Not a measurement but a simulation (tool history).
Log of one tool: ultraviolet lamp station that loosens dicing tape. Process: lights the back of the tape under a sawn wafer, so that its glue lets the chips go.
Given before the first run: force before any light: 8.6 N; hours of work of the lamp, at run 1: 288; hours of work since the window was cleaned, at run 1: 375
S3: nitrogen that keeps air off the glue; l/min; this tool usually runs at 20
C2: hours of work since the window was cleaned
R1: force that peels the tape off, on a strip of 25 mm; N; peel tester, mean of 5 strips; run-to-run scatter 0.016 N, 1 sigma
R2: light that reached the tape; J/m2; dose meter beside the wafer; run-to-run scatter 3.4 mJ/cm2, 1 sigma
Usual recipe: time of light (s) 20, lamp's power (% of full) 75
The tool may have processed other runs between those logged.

Run 1, hour 0: usual settings; hours of work of the lamp 288; C2 375. Result: R1 1.026 N, R2 4530 J/m2.
Run 2, hour 77.9: usual settings; hours of work of the lamp 334; C2 421. Result: R1 1.107 N, R2 4400 J/m2.
Run 3, hour 164.3: usual settings but lamp's power (% of full) 67; hours of work of the lamp 385; C2 472. Result: R1 1.359 N, R2 3830 J/m2.
Run 4, hour 206.1: usual settings but lamp's power (% of full) 67; hours of work of the lamp 410; C2 497. Result: R1 1.403 N, R2 3800 J/m2.
Run 5, hour 279.5: usual settings but lamp's power (% of full) 67; hours of work of the lamp 453; C2 541. Result: R1 1.463 N, R2 3730 J/m2.
Run 6, hour 318.4: usual settings but time of light (s) 31; hours of work of the lamp 476; C2 564. Result: R1 0.562 N, R2 6320 J/m2.
Run 7, hour 356.2: usual settings but time of light (s) 31; hours of work of the lamp 499; C2 586. Result: R1 0.558 N, R2 6180 J/m2.
Run 8, hour 401: usual settings but time of light (s) 31, lamp's power (% of full) 76; hours of work of the lamp 525; C2 612. Result: R1 0.55 N, R2 6270 J/m2.
At hour 415.5: window cleaned of glue's vapour.
Run 9, hour 466.1: usual settings but lamp's power (% of full) 86, S3 9 l/min; hours of work of the lamp 563; C2 30. Result: R1 1.343 N, R2 5380 J/m2.
Run 10, hour 538.1: usual settings but time of light (s) 17, lamp's power (% of full) 89, S3 26 l/min; hours of work of the lamp 606; C2 73. Result: R1 0.858 N, R2 4640 J/m2.
Run 11, hour 624.3: usual settings but time of light (s) 19, lamp's power (% of full) 70, S3 7 l/min; hours of work of the lamp 657; C2 124. Result: R1 2.401 N, R2 3900 J/m2.
Run 12, hour 664.1: usual settings but time of light (s) 19, lamp's power (% of full) 99, S3 8 l/min; hours of work of the lamp 681; C2 147. Result: R1 1.384 N, R2 5500 J/m2.
Run 13, hour 734.3: usual settings but time of light (s) 14, lamp's power (% of full) 84, S3 9 l/min; hours of work of the lamp 722; C2 189. Result: R1 2.564 N, R2 3360 J/m2.
Run 14, hour 814.6: usual settings but time of light (s) 15; hours of work of the lamp 770; C2 236. Result: R1 1.955 N, R2 3130 J/m2.
Run 15, hour 876.3: usual settings but time of light (s) 17, S3 14 l/min; hours of work of the lamp 806; C2 273. Result: R1 1.954 N, R2 3450 J/m2.
Run 16, hour 951.3: usual settings but time of light (s) 17, lamp's power (% of full) 89, S3 14 l/min; hours of work of the lamp 850; C2 317. Result: R1 1.626 N, R2 4020 J/m2.

Hidden state or all else? Some run-to-run changes of R1, split into what the settings, what came in and random variation would give without the hidden state, and what is left for the hidden state (with any gauge scatter that isn't in both results):
What the log doesn't record here: lamp's light, % of a new lamp's; light that the window lets through, % of a clean one's; drift of the gauge itself on peel_n, %; drift of the gauge itself on dose_mj_cm2, %.
Run 5 -> 6: time of light (s) 20 -> 31, lamp's power (% of full) 67 -> 75. R1 -0.901 N: hidden state -0.336, all else -0.565.
Run 10 -> 11: time of light (s) 17 -> 19, lamp's power (% of full) 89 -> 70, S3 26 -> 7. R1 +1.543 N: hidden state +0.317, all else +1.226.
